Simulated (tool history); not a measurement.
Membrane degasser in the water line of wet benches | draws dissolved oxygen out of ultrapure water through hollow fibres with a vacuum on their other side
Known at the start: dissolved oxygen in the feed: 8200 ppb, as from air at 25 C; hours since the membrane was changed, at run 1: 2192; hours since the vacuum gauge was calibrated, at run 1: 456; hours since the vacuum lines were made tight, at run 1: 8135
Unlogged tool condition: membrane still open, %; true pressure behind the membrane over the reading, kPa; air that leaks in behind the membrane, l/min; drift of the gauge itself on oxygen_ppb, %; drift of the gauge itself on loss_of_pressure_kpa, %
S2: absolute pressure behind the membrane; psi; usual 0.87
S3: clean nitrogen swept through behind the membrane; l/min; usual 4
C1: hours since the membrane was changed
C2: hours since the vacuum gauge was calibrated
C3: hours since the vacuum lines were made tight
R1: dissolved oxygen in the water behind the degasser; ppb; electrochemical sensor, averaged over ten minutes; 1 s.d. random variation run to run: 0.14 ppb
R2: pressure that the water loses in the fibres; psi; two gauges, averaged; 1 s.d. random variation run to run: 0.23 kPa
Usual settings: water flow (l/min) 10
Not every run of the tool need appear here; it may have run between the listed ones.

run 1 hour=0 | water_flow_(l/min)=10 S2=0.87 S3=4 | C1=2192 C2=456 C3=8135 | R1=20.3 R2=9.259
run 2 hour=175.7 | water_flow_(l/min)=10 S2=0.87 S3=2.98 | C1=2367 C2=632 C3=8311 | R1=26.1 R2=9.256
run 3 hour=281.7 | water_flow_(l/min)=10 S2=0.87 S3=4 | C1=2473 C2=738 C3=8417 | R1=20.5 R2=9.207
run 4 hour=464.7 | water_flow_(l/min)=10 S2=0.87 S3=4 | C1=2656 C2=921 C3=8600 | R1=20.5 R2=9.264
run 5 hour=637.1 | water_flow_(l/min)=10 S2=0.87 S3=4 | C1=2829 C2=1093 C3=8772 | R1=20.6 R2=9.235
run 6 hour=837.4 | water_flow_(l/min)=10 S2=1.529 S3=4 | C1=3029 C2=1294 C3=8972 | R1=49.6 R2=9.223
run 7 hour=937.5 | water_flow_(l/min)=10 S2=1.529 S3=4 | C1=3129 C2=1394 C3=9072 | R1=48.9 R2=9.266
run 8 hour=1085.4 | water_flow_(l/min)=10 S2=1.529 S3=4 | C1=3277 C2=1542 C3=9220 | R1=49.9 R2=9.265
run 9 hour=1274.8 | water_flow_(l/min)=10 S2=1.529 S3=4 | C1=3467 C2=1731 C3=9410 | R1=50 R2=9.256
run 10 hour=1359.8 | water_flow_(l/min)=10 S2=1.529 S3=4 | C1=3552 C2=1816 C3=9495 | R1=49.3 R2=9.23
run 11 hour=1530.5 | water_flow_(l/min)=10 S2=1.031 S3=4 | C1=3722 C2=1987 C3=9666 | R1=27.9 R2=9.313
run 12 hour=1661.5 | water_flow_(l/min)=10 S2=1.031 S3=4 | C1=3853 C2=2118 C3=9797 | R1=28.3 R2=9.333
run 13 hour=1812.4 | water_flow_(l/min)=10 S2=0.87 S3=4 | C1=4004 C2=2269 C3=9947 | R1=20.8 R2=9.32
run 14 hour=1952.7 | water_flow_(l/min)=10 S2=0.87 S3=4 | C1=4144 C2=2409 C3=10088 | R1=21 R2=9.342
run 15 hour=2111.7 | water_flow_(l/min)=10 S2=0.87 S3=4 | C1=4303 C2=2568 C3=10247 | R1=21 R2=9.275
-- hour=2211.2 seals of the vacuum lines changed
run 16 hour=2268.9 | water_flow_(l/min)=10 S2=0.87 S3=4 | C1=4459 C2=2723 C3=58 | R1=20.8 R2=9.274
run 17 hour=2372.3 | water_flow_(l/min)=10 S2=0.538 S3=4 | C1=4562 C2=2826 C3=161 | R1=6.6 R2=9.29
run 18 hour=2512.2 | water_flow_(l/min)=10 S2=0.538 S3=4 | C1=4702 C2=2966 C3=301 | R1=6.4 R2=9.353
run 19 hour=2662.1 | water_flow_(l/min)=8 S2=1.453 S3=2.88 | C1=4852 C2=3116 C3=451 | R1=48 R2=7.41
run 20 hour=2832.5 | water_flow_(l/min)=8 S2=1.453 S3=2.88 | C1=5022 C2=3287 C3=621 | R1=48 R2=7.452
run 21 hour=3017.6 | water_flow_(l/min)=7 S2=0.658 S3=1.84 | C1=5207 C2=3472 C3=806 | R1=14 R2=6.543
run 22 hour=3208.4 | water_flow_(l/min)=9 S2=1.83 S3=4.41 | C1=5398 C2=3663 C3=997 | R1=49.8 R2=8.437
run 23 hour=3393.4 | water_flow_(l/min)=10 S2=0.937 S3=4 | C1=5583 C2=3848 C3=1182 | R1=24.1 R2=9.311
run 24 hour=3499.3 | water_flow_(l/min)=10 S2=0.937 S3=4 | C1=5689 C2=3953 C3=1288 | R1=23.9 R2=9.309
run 25 hour=3653.3 | water_flow_(l/min)=10 S2=0.937 S3=4 | C1=5843 C2=4108 C3=1442 | R1=23.9 R2=9.451
run 26 hour=3804.1 | water_flow_(l/min)=10 S2=0.937 S3=4 | C1=5994 C2=4258 C3=1593 | R1=24.1 R2=9.384
run 27 hour=3919.3 | water_flow_(l/min)=6 S2=0.937 S3=2.06 | C1=6109 C2=4373 C3=1708 | R1=24.8 R2=5.654
run 28 hour=4093.2 | water_flow_(l/min)=16 S2=0.965 S3=8.16 | C1=6283 C2=4547 C3=1882 | R1=42 R2=15.038
run 29 hour=4174.8 | water_flow_(l/min)=6 S2=0.676 S3=4 | C1=6365 C2=4629 C3=1964 | R1=6.3 R2=5.638
run 30 hour=4306 | water_flow_(l/min)=12 S2=0.938 S3=4 | C1=6496 C2=4760 C3=2095 | R1=32.9 R2=11.226
run 31 hour=4456.2 | water_flow_(l/min)=14 S2=0.891 S3=1.72 | C1=6646 C2=4910 C3=2245 | R1=74.4 R2=13.181
run 32 hour=4655.8 | water_flow_(l/min)=14 S2=0.891 S3=1.72 | C1=6846 C2=5110 C3=2445 | R1=74.4 R2=13.081

4 ways to go on from here, each from the tool as it stands after run 32. What would each give?
run A hour=4771.2 | water_flow_(l/min)=10 S2=0.935 S3=4 | C1=6961 C2=5225 C3=2560 | R1=? R2=?
run B hour=4771.2 | water_flow_(l/min)=6 S2=0.56 S3=7.78 | C1=6961 C2=5225 C3=2560 | R1=? R2=?
run C hour=4771.2 | water_flow_(l/min)=14 S2=1.914 S3=4 | C1=6961 C2=5225 C3=2560 | R1=? R2=?
run D hour=4771.2 | water_flow_(l/min)=7 S2=0.811 S3=8.89 | C1=6961 C2=5225 C3=2560 | R1=? R2=?

run=A R1=24.6 R2=9.449
run=B R1=1.7 R2=5.593
run=C R1=101.4 R2=13.158
run=D R1=5.6 R2=6.576
With the hidden condition removed and each run's random variation left untouched, the same runs would have given:
run=A R1=22.8 R2=9.163
run=B R1=1.3 R2=5.423
run=C R1=97 R2=12.759
run=D R1=5.1 R2=6.376

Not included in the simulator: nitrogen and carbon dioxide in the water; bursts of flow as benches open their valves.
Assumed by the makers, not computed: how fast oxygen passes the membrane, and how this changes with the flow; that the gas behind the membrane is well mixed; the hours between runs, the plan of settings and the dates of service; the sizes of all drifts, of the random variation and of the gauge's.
